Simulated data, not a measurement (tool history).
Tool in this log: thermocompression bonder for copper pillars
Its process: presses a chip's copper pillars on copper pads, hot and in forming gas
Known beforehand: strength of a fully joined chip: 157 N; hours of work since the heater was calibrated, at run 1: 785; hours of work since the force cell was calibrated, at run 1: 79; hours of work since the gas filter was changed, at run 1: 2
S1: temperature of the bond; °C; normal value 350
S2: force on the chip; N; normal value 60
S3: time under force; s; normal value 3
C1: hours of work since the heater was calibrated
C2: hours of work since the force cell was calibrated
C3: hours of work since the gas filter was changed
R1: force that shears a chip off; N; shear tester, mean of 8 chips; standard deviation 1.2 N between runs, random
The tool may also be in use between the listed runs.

run	hour	S1	S2	S3	C1	C2	C3	R1
1	0.0	350	60	3	785	79	2	100.8
2	6.9	350	60	3	789	82	6	99.9
3	17.4	350	60	3	795	88	12	98.3
4	23.9	352	60	3	798	92	15	96.6
5	32.4	369	60	3	803	97	20	112.0
6	42.8	369	60	3	809	103	26	111.2
7	53.6	350	61	3	815	109	32	98.1
8	62.8	350	61	3	820	114	37	99.4
9	74.5	350	61	3	827	120	44	97.7
10	83.4	364	52	3	832	125	49	99.1
11	92.2	364	52	3	837	130	54	97.8
12	103.8	364	52	5	843	137	60	111.1
13	115.8	364	52	5	850	143	67	110.6
14	121.8	364	52	5	853	147	70	109.8
15	128.8	336	52	5	857	151	74	88.4
16	136.4	336	52	5	861	155	78	87.4

Branching from run 16: 4 alternative next runs. What would each branch give?
A	148.3	336	48	5	868	162	85	?
B	148.3	325	41	5	868	162	85	?
C	148.3	336	52	3	868	162	85	?
D	148.3	332	59	7	868	162	85	?

run	R1
A	81.7
B	64.3
C	73.7
D	100.6
Without the tool's unlogged condition, the same runs would have read:
run	R1
A	94.4
B	75.7
C	85.6
D	114.0

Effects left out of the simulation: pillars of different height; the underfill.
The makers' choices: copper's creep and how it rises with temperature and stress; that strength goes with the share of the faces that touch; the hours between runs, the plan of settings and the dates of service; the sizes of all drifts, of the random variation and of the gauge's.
